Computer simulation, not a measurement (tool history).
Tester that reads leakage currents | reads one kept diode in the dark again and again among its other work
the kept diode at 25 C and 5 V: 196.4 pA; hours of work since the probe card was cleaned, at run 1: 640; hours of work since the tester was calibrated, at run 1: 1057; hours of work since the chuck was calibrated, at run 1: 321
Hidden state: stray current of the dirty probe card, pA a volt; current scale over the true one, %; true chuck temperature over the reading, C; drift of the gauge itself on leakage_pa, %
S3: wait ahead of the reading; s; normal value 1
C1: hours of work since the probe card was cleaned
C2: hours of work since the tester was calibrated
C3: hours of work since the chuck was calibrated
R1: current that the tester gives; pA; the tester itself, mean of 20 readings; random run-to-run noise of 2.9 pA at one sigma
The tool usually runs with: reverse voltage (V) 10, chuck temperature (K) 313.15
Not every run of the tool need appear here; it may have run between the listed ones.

run 1 hour=0 | reverse_voltage_(V)=10 chuck_temperature_(K)=313.15 S3=1 | C1=640 C2=1057 C3=321 | R1=1035.67
run 2 hour=49.3 | reverse_voltage_(V)=10 chuck_temperature_(K)=313.15 S3=1 | C1=666 C2=1083 C3=346 | R1=1048.31
run 3 hour=107.9 | reverse_voltage_(V)=10 chuck_temperature_(K)=313.15 S3=1 | C1=696 C2=1114 C3=377 | R1=1053.42
run 4 hour=166.8 | reverse_voltage_(V)=10 chuck_temperature_(K)=313.15 S3=1 | C1=727 C2=1144 C3=407 | R1=1060.36
run 5 hour=212.9 | reverse_voltage_(V)=10 chuck_temperature_(K)=313.15 S3=1 | C1=751 C2=1168 C3=431 | R1=1061.67
run 6 hour=254.1 | reverse_voltage_(V)=10 chuck_temperature_(K)=313.15 S3=1 | C1=772 C2=1190 C3=453 | R1=1068.34
run 7 hour=317.7 | reverse_voltage_(V)=10 chuck_temperature_(K)=313.15 S3=1.44 | C1=805 C2=1223 C3=486 | R1=1081.81
-- hour=324.2 tester calibrated
run 8 hour=365.6 | reverse_voltage_(V)=1.4 chuck_temperature_(K)=307.15 S3=1 | C1=829 C2=22 C3=510 | R1=342.66
run 9 hour=418.4 | reverse_voltage_(V)=1.4 chuck_temperature_(K)=307.15 S3=1 | C1=857 C2=49 C3=537 | R1=345.44
run 10 hour=459.8 | reverse_voltage_(V)=1.4 chuck_temperature_(K)=301.15 S3=1 | C1=878 C2=71 C3=559 | R1=201.33
-- hour=478.5 tester calibrated, once more
run 11 hour=514.7 | reverse_voltage_(V)=10 chuck_temperature_(K)=308.15 S3=1 | C1=906 C2=19 C3=587 | R1=719.62
run 12 hour=542.2 | reverse_voltage_(V)=1.7 chuck_temperature_(K)=311.15 S3=2.19 | C1=920 C2=33 C3=601 | R1=524.99
run 13 hour=577.7 | reverse_voltage_(V)=1.4 chuck_temperature_(K)=311.15 S3=3.72 | C1=939 C2=52 C3=619 | R1=497.29

Forecast each of these 4 alternatives for the next run:
run A hour=615.9 | reverse_voltage_(V)=2.4 chuck_temperature_(K)=330.15 S3=0.62 | C1=958 C2=72 C3=639 | R1=?
run B hour=615.9 | reverse_voltage_(V)=1.4 chuck_temperature_(K)=311.15 S3=3.31 | C1=958 C2=72 C3=639 | R1=?
run C hour=615.9 | reverse_voltage_(V)=10 chuck_temperature_(K)=313.15 S3=0.68 | C1=958 C2=72 C3=639 | R1=?
run D hour=615.9 | reverse_voltage_(V)=1.4 chuck_temperature_(K)=308.15 S3=4.62 | C1=958 C2=72 C3=639 | R1=?

run=A R1=2777.16
run=B R1=497.87
run=C R1=1114.71
run=D R1=385.09
The same runs, with their run-to-run variation unchanged, on a tool lacking any hidden condition would have given:
run=A R1=2420.04
run=B R1=425.88
run=C R1=951.76
run=D R1=328.25
